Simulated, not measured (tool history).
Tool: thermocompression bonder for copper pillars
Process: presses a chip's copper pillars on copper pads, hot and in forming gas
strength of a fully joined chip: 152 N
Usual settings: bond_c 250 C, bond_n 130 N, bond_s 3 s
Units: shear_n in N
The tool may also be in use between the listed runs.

run 1 day=0 | bond_c=250 bond_n=130 bond_s=3 | shear_n=65.2
run 2 day=0.742 | bond_c=250 bond_n=130 bond_s=3 | shear_n=65.1
run 3 day=1.208 | bond_c=250 bond_n=130 bond_s=3 | shear_n=65.5
run 4 day=1.683 | bond_c=250 bond_n=130 bond_s=3 | shear_n=65.9
run 5 day=2.233 | bond_c=250 bond_n=130 bond_s=3 | shear_n=63.6
run 6 day=2.904 | bond_c=279 bond_n=130 bond_s=3 | shear_n=82.9
run 7 day=3.683 | bond_c=278 bond_n=130 bond_s=3 | shear_n=82.4
run 8 day=4.483 | bond_c=250 bond_n=80 bond_s=3 | shear_n=44
run 9 day=4.933 | bond_c=242 bond_n=80 bond_s=3 | shear_n=40.1
run 10 day=5.55 | bond_c=242 bond_n=80 bond_s=3 | shear_n=40.2
run 11 day=6.283 | bond_c=259 bond_n=130 bond_s=3 | shear_n=70.1
run 12 day=6.925 | bond_c=259 bond_n=130 bond_s=3 | shear_n=69.6
run 13 day=7.658 | bond_c=246 bond_n=130 bond_s=3 | shear_n=61.5
run 14 day=8.192 | bond_c=246 bond_n=130 bond_s=3 | shear_n=62.4
run 15 day=8.854 | bond_c=250 bond_n=190 bond_s=3 | shear_n=83.4
run 16 day=9.433 | bond_c=250 bond_n=190 bond_s=3 | shear_n=82.9
run 17 day=10.083 | bond_c=250 bond_n=190 bond_s=3 | shear_n=82.8
run 18 day=10.696 | bond_c=250 bond_n=190 bond_s=3 | shear_n=82.6
run 19 day=11.479 | bond_c=250 bond_n=190 bond_s=2 | shear_n=72.3
run 20 day=11.917 | bond_c=250 bond_n=190 bond_s=2 | shear_n=73.1
run 21 day=12.621 | bond_c=277 bond_n=81 bond_s=3 | shear_n=60.2
run 22 day=13.221 | bond_c=250 bond_n=81 bond_s=3 | shear_n=44.9
run 23 day=13.796 | bond_c=250 bond_n=130 bond_s=2 | shear_n=54
run 24 day=14.421 | bond_c=254 bond_n=188 bond_s=2 | shear_n=73.4
run 25 day=15.038 | bond_c=255 bond_n=177 bond_s=4 | shear_n=89.7
run 26 day=15.679 | bond_c=255 bond_n=177 bond_s=4 | shear_n=91
run 27 day=16.508 | bond_c=278 bond_n=109 bond_s=4 | shear_n=82.4
run 28 day=17.225 | bond_c=257 bond_n=130 bond_s=3 | shear_n=67
run 29 day=17.892 | bond_c=238 bond_n=83 bond_s=3 | shear_n=39
run 30 day=18.571 | bond_c=223 bond_n=172 bond_s=4 | shear_n=66.3
run 31 day=19.383 | bond_c=236 bond_n=172 bond_s=4 | shear_n=75.8
run 32 day=20.304 | bond_c=236 bond_n=172 bond_s=4 | shear_n=76.1
run 33 day=20.962 | bond_c=230 bond_n=138 bond_s=2 | shear_n=45.9
run 34 day=21.758 | bond_c=260 bond_n=190 bond_s=2 | shear_n=79.4
run 35 day=22.45 | bond_c=264 bond_n=153 bond_s=3 | shear_n=80.3
run 36 day=22.917 | bond_c=231 bond_n=130 bond_s=6 | shear_n=69
run 37 day=23.508 | bond_c=250 bond_n=119 bond_s=7 | shear_n=83.8
run 38 day=23.996 | bond_c=250 bond_n=119 bond_s=7 | shear_n=81.4
run 39 day=24.85 | bond_c=238 bond_n=93 bond_s=6 | shear_n=57.7

Not shown: 2 entries that the log had between the listed runs. Between which runs, and how does the tool's hidden state differ before and after?
Between runs 18 and 19: forming gas filter changed (day 11.329)
  oxide that the forming gas leaves, % of the face: 1.41 -> 0.52
Between runs 35 and 36: forming gas filter changed (day 22.662)
  oxide that the forming gas leaves, % of the face: 1.43 -> 0.54
